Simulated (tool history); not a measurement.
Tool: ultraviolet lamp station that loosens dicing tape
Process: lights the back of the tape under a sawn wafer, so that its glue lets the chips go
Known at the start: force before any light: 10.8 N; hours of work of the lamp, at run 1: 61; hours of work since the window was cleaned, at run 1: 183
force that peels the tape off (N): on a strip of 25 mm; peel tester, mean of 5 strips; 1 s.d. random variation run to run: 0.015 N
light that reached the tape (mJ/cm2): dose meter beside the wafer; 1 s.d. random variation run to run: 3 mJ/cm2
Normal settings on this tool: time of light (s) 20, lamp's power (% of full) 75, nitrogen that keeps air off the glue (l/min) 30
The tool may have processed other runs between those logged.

run	hour	time of light (s)	lamp's power (% of full)	nitrogen that keeps air off the glue (l/min)	hours of work of the lamp	hours of work since the window was cleaned	force that peels the tape off (N)	light that reached the tape (mJ/cm2)
1	0	20	75	30	61	183	0.887	408
2	9.2	20	75	30	67	189	0.894	406
3	17.6	20	75	30	72	194	0.873	408
4	24.8	23	75	30	76	198	0.68	458
5	32.7	23	75	30	80	203	0.696	467
6	43.6	23	75	30	87	209	0.676	459
7	48.4	23	75	30	90	212	0.677	460
8	58.4	23	75	30	96	218	0.69	452
9	63.4	20	75	10	98	221	2.11	395
10	68.5	20	75	10	101	224	2.048	395
11	73.1	20	75	10	104	226	2.072	396
12	80.6	17	92	16	109	231	1.383	407
13	85.6	17	75	31	111	234	1.302	329
# hour 86.5: window cleaned of glue's vapour
14	96.9	17	75	31	118	6	1.45	307
15	102.1	29	73	30	121	9	0.578	512
16	110.4	23	77	30	126	14	0.797	425
17	117.3	16	88	30	130	18	1.3	335
18	124.9	16	88	27	134	22	1.403	335
19	130.5	11	94	10	138	26	3.847	247
# hour 135.4: window cleaned of glue's vapour, once more
20	136.1	11	94	10	141	0	3.066	294
21	143	21	61	19	145	4	1.487	368
22	152.2	21	79	19	150	10	0.934	468

4 ways to go on from here, each from the tool as it stands after run 22. What would each give?
A	161.9	20	89	41	156	16	?	?
B	161.9	21	79	19	156	16	?	?
C	161.9	12	90	19	156	16	?	?
D	161.9	38	66	30	156	16	?	?

run	force that peels the tape off (N)	light that reached the tape (mJ/cm2)
A	0.448	503
B	0.907	475
C	2.094	305
D	0.327	711
Take away the tool's hidden state, keep each run's random variation, and the runs would have read:
run	force that peels the tape off (N)	light that reached the tape (mJ/cm2)
A	0.391	543
B	0.775	512
C	1.853	329
D	0.301	767

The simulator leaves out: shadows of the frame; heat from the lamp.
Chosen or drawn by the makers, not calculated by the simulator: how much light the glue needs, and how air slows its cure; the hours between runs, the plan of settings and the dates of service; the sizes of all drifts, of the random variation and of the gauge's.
